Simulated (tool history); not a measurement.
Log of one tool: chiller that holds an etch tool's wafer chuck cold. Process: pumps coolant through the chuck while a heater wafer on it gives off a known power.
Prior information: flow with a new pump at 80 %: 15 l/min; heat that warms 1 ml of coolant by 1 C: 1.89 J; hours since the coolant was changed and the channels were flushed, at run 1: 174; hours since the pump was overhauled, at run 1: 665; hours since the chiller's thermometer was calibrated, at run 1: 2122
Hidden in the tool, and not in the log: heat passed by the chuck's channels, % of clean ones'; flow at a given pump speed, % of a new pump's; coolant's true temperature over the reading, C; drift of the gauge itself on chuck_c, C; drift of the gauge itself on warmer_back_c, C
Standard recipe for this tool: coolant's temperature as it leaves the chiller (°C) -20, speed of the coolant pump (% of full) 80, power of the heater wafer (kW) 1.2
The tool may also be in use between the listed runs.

| run | day | coolant's temperature as it leaves the chiller (°C) | speed of the coolant pump (% of full) | power of the heater wafer (kW) | hours since the coolant was changed and the channels were flushed | hours since the pump was overhauled | hours since the chiller's thermometer was calibrated | chuck's temperature once it has settled (°C) | how much warmer the coolant comes back (C) |
|---|---|---|---|---|---|---|---|---|---|
| 1 | 0 | -20 | 80 | 1.2 | 174 | 665 | 2122 | -9.7 | 2.58 |
| 2 | 1.679 | -20 | 80 | 1.2 | 214 | 705 | 2162 | -9.6 | 2.58 |
| 3 | 3.321 | -14 | 80 | 1.2 | 254 | 745 | 2202 | -3.7 | 2.59 |
| 4 | 4.583 | -14 | 80 | 1.2 | 284 | 775 | 2232 | -3.5 | 2.58 |
| 5 | 5.708 | -20 | 80 | 1.2 | 311 | 802 | 2259 | -9.7 | 2.55 |
| 6 | 7.267 | -20 | 80 | 0.682 | 348 | 839 | 2296 | -14 | 1.5 |
| 7 | 8.383 | -20 | 80 | 1.2 | 375 | 866 | 2323 | -9.7 | 2.62 |
| 8 | 9.988 | -20 | 80 | 1.2 | 414 | 904 | 2362 | -9.8 | 2.54 |
| 9 | 10.683 | -20 | 80 | 1.2 | 430 | 921 | 2378 | -9.7 | 2.58 |
| 10 | 11.717 | -29 | 80 | 1.2 | 455 | 946 | 2403 | -18.7 | 2.54 |
| 11 | 12.608 | -29 | 80 | 1.2 | 477 | 967 | 2424 | -18.8 | 2.52 |
| 12 | 13.288 | -29 | 80 | 1.2 | 493 | 984 | 2441 | -18.5 | 2.56 |
| 13 | 14.5 | -29 | 80 | 1.2 | 522 | 1013 | 2470 | -18.5 | 2.55 |
| 14 | 15.35 | -29 | 80 | 1.2 | 542 | 1033 | 2490 | -18.7 | 2.52 |
| 15 | 16.808 | -29 | 80 | 1.2 | 577 | 1068 | 2525 | -18.5 | 2.56 |
| 16 | 18.321 | -20 | 80 | 1.106 | 614 | 1104 | 2562 | -10.2 | 2.35 |
| 17 | 19.371 | -20 | 80 | 1.106 | 639 | 1130 | 2587 | -10.5 | 2.34 |
| 18 | 20.688 | -20 | 80 | 0.741 | 671 | 1161 | 2618 | -13.6 | 1.61 |
| 19 | 21.625 | -27 | 69 | 0.984 | 693 | 1184 | 2641 | -17.6 | 2.43 |
| 20 | 22.454 | -27 | 69 | 0.984 | 713 | 1204 | 2661 | -17.5 | 2.45 |
| 21 | 23.15 | -27 | 69 | 0.984 | 730 | 1220 | 2677 | -17.6 | 2.4 |
| 22 | 24.779 | -27 | 64 | 0.984 | 769 | 1260 | 2717 | -17.2 | 2.63 |
| 23 | 25.888 | -27 | 95 | 1.289 | 795 | 1286 | 2743 | -17.2 | 2.28 |
| 24 | 26.758 | -20 | 80 | 1.432 | 816 | 1307 | 2764 | -7.5 | 3.07 |
| 25 | 28.408 | -20 | 60 | 1.532 | 856 | 1347 | 2804 | -3.9 | 4.34 |
| 26 | 29.85 | -18 | 93 | 0.786 | 890 | 1381 | 2838 | -11.8 | 1.46 |
| 27 | 30.567 | -18 | 64 | 1.463 | 908 | 1398 | 2855 | -3.2 | 3.86 |
| 28 | 31.488 | -12 | 80 | 1.2 | 930 | 1420 | 2878 | -1.9 | 2.53 |
|  | 32.479 | chiller's thermometer calibrated |
| 29 | 32.883 | -18 | 92 | 0.645 | 962 | 1453 | 10 | -13.2 | 1.18 |
| 30 | 33.829 | -18 | 92 | 0.645 | 985 | 1476 | 32 | -13 | 1.17 |
| 31 | 35.5 | -18 | 92 | 0.645 | 1025 | 1516 | 73 | -13.1 | 1.2 |

Branching from run 31: 3 alternative next runs. What would each branch give?
| A | 36.946 | -22 | 84 | 1.105 | 1060 | 1550 | 107 | ? | ? |
| B | 36.946 | -18 | 64 | 1.779 | 1060 | 1550 | 107 | ? | ? |
| C | 36.946 | -22 | 92 | 0.645 | 1060 | 1550 | 107 | ? | ? |

| run | chuck's temperature once it has settled (°C) | how much warmer the coolant comes back (C) |
|---|---|---|
| A | -12.6 | 2.27 |
| B | 0 | 4.77 |
| C | -16.9 | 1.17 |
With the hidden condition removed and each run's random variation left untouched, the same runs would have given:
| run | chuck's temperature once it has settled (°C) | how much warmer the coolant comes back (C) |
|---|---|---|
| A | -12.6 | 2.27 |
| B | 0 | 4.77 |
| C | -16.9 | 1.17 |
